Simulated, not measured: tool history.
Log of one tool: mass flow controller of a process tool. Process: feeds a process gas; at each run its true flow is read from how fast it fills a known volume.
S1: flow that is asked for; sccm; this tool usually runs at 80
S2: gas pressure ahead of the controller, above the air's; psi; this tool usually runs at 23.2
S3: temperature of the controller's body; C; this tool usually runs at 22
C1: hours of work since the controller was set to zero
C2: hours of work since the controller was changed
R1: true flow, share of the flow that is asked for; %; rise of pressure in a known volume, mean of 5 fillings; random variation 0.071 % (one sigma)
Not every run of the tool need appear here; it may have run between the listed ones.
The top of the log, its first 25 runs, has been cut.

run,day,S1,S2,S3,C1,C2,R1
26,91.879,78,23.2,34,3571,3571,100.33
27,94.488,78,23.2,34,3608,3608,100.34
28,97.167,13,32.3,34,3646,3646,98.12
29,101.229,88,33.1,30,3704,3704,101.42
30,103.842,25,33.1,27,3741,3741,99.61
31,107.733,12,23.2,39,3796,3796,98.23
32,110.967,80,31.3,22,3842,3842,102.27
33,113.150,35,23.2,25,3874,3874,100.68
34,115.600,35,23.2,25,3908,3908,100.64
35,119.242,98,23.2,30,3960,3960,102.44
36,124.046,28,23.2,26,4029,4029,100.72
37,126.192,80,25.7,31,4059,4059,102.25

Forecast each of these 5 alternatives for the next run:
A,129.629,40,23.4,22,4108,4108,?
B,129.629,15,39.9,31,4108,4108,?
C,129.629,11,23.2,25,4108,4108,?
D,129.629,46,23.2,22,4108,4108,?
E,129.629,60,35.7,22,4108,4108,?

run,R1
A,101.89
B,99.69
C,100.55
D,102.02
E,102.17
Stripped of hidden state, with their random variation kept, the same runs would have yielded:
run,R1
A,98.45
B,96.31
C,97.14
D,98.57
E,98.72
